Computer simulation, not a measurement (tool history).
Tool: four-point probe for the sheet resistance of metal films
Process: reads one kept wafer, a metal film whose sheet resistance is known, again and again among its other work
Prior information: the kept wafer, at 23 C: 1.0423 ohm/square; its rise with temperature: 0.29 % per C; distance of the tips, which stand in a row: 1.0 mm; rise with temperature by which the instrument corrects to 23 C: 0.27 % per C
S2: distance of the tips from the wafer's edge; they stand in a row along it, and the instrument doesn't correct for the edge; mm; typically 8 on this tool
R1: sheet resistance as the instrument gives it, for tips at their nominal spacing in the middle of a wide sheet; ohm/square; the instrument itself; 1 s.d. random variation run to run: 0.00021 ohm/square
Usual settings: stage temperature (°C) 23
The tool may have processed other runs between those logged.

run 1 hour=0.0 | stage_temperature_(°C)=23 S2=8 | R1=1.047900
run 2 hour=71.3 | stage_temperature_(°C)=23 S2=8 | R1=1.047857
run 3 hour=196.8 | stage_temperature_(°C)=20 S2=8 | R1=1.046163
run 4 hour=271.6 | stage_temperature_(°C)=23 S2=8 | R1=1.046838
run 5 hour=351.7 | stage_temperature_(°C)=23 S2=8 | R1=1.046383
run 6 hour=415.6 | stage_temperature_(°C)=23 S2=8 | R1=1.046164
run 7 hour=532.0 | stage_temperature_(°C)=23 S2=8 | R1=1.046172
run 8 hour=643.2 | stage_temperature_(°C)=25 S2=8 | R1=1.045611
run 9 hour=730.3 | stage_temperature_(°C)=23 S2=8 | R1=1.044716
run 10 hour=847.2 | stage_temperature_(°C)=23 S2=8 | R1=1.044550
run 11 hour=905.9 | stage_temperature_(°C)=23 S2=8 | R1=1.044007
run 12 hour=1002.4 | stage_temperature_(°C)=23 S2=8 | R1=1.043945
run 13 hour=1104.6 | stage_temperature_(°C)=23 S2=8 | R1=1.043102
-- hour=1112.1 new probe head fitted
-- hour=1179.4 stage's thermometer calibrated
run 14 hour=1205.2 | stage_temperature_(°C)=23 S2=4 | R1=1.077381
run 15 hour=1334.6 | stage_temperature_(°C)=23 S2=4 | R1=1.076413
run 16 hour=1472.4 | stage_temperature_(°C)=28 S2=8 | R1=1.052433
run 17 hour=1555.9 | stage_temperature_(°C)=23 S2=8 | R1=1.050201
run 18 hour=1637.3 | stage_temperature_(°C)=23 S2=8 | R1=1.050367
run 19 hour=1723.0 | stage_temperature_(°C)=23 S2=8 | R1=1.049704
run 20 hour=1836.7 | stage_temperature_(°C)=23 S2=8 | R1=1.049148
run 21 hour=1934.7 | stage_temperature_(°C)=23 S2=8 | R1=1.049144
run 22 hour=2015.5 | stage_temperature_(°C)=18 S2=8 | R1=1.047558
run 23 hour=2151.6 | stage_temperature_(°C)=23 S2=15 | R1=1.042091
run 24 hour=2213.3 | stage_temperature_(°C)=19 S2=66 | R1=1.038812
run 25 hour=2303.5 | stage_temperature_(°C)=19 S2=66 | R1=1.038142
run 26 hour=2426.4 | stage_temperature_(°C)=19 S2=10 | R1=1.043149
run 27 hour=2542.4 | stage_temperature_(°C)=24 S2=11 | R1=1.043076
run 28 hour=2619.3 | stage_temperature_(°C)=27 S2=8 | R1=1.047898
run 29 hour=2694.4 | stage_temperature_(°C)=19 S2=15 | R1=1.039025
run 30 hour=2784.1 | stage_temperature_(°C)=19 S2=35 | R1=1.036763
run 31 hour=2852.1 | stage_temperature_(°C)=34 S2=13 | R1=1.042730
run 32 hour=2969.5 | stage_temperature_(°C)=24 S2=8 | R1=1.045652
-- hour=3058.4 new probe head fitted
run 33 hour=3109.2 | stage_temperature_(°C)=18 S2=8 | R1=1.054154
run 34 hour=3170.0 | stage_temperature_(°C)=20 S2=8 | R1=1.053916
run 35 hour=3237.7 | stage_temperature_(°C)=20 S2=8 | R1=1.053583
run 36 hour=3304.3 | stage_temperature_(°C)=33 S2=10 | R1=1.053340
run 37 hour=3382.2 | stage_temperature_(°C)=26 S2=54 | R1=1.046072
run 38 hour=3491.2 | stage_temperature_(°C)=26 S2=54 | R1=1.045816
run 39 hour=3562.8 | stage_temperature_(°C)=26 S2=54 | R1=1.045056
run 40 hour=3662.7 | stage_temperature_(°C)=19 S2=8 | R1=1.051342
run 41 hour=3761.4 | stage_temperature_(°C)=29 S2=14 | R1=1.047476
run 42 hour=3862.5 | stage_temperature_(°C)=29 S2=68 | R1=1.044572
run 43 hour=3944.4 | stage_temperature_(°C)=32 S2=4 | R1=1.079027
run 44 hour=4072.9 | stage_temperature_(°C)=33 S2=17 | R1=1.047039
run 45 hour=4137.1 | stage_temperature_(°C)=23 S2=40 | R1=1.042960

Below, each run's measurement less what the same run would have read without the hidden state. Both values contain the same run-to-run variation, but the gauge's scatter may not be the same in both:
Hidden state present: inner tips' distance over the nominal, %; tips' flats over new ones', %; wafer's true temperature over the reading, C; drift of the gauge itself on sheet_ohm, %.
run=1 R1=-0.003300
run=2 R1=-0.003587
run=3 R1=-0.004097
run=4 R1=-0.004363
run=5 R1=-0.004709
run=6 R1=-0.004938
run=7 R1=-0.005394
run=8 R1=-0.005809
run=9 R1=-0.006180
run=10 R1=-0.006638
run=11 R1=-0.006874
run=12 R1=-0.007259
run=13 R1=-0.007661
run=14 R1=+0.001092
run=15 R1=+0.000560
run=16 R1=+0.000005
run=17 R1=-0.000352
run=18 R1=-0.000661
run=19 R1=-0.000995
run=20 R1=-0.001453
run=21 R1=-0.001830
run=22 R1=-0.002118
run=23 R1=-0.002614
run=24 R1=-0.002836
run=25 R1=-0.003215
run=26 R1=-0.003693
run=27 R1=-0.004153
run=28 R1=-0.004450
run=29 R1=-0.004697
run=30 R1=-0.005026
run=31 R1=-0.005290
run=32 R1=-0.005795
run=33 R1=+0.003928
run=34 R1=+0.003697
run=35 R1=+0.003422
run=36 R1=+0.003179
run=37 R1=+0.002827
run=38 R1=+0.002406
run=39 R1=+0.002150
run=40 R1=+0.001756
run=41 R1=+0.001415
run=42 R1=+0.001054
run=43 R1=+0.000753
run=44 R1=+0.000238
run=45 R1=-0.000045

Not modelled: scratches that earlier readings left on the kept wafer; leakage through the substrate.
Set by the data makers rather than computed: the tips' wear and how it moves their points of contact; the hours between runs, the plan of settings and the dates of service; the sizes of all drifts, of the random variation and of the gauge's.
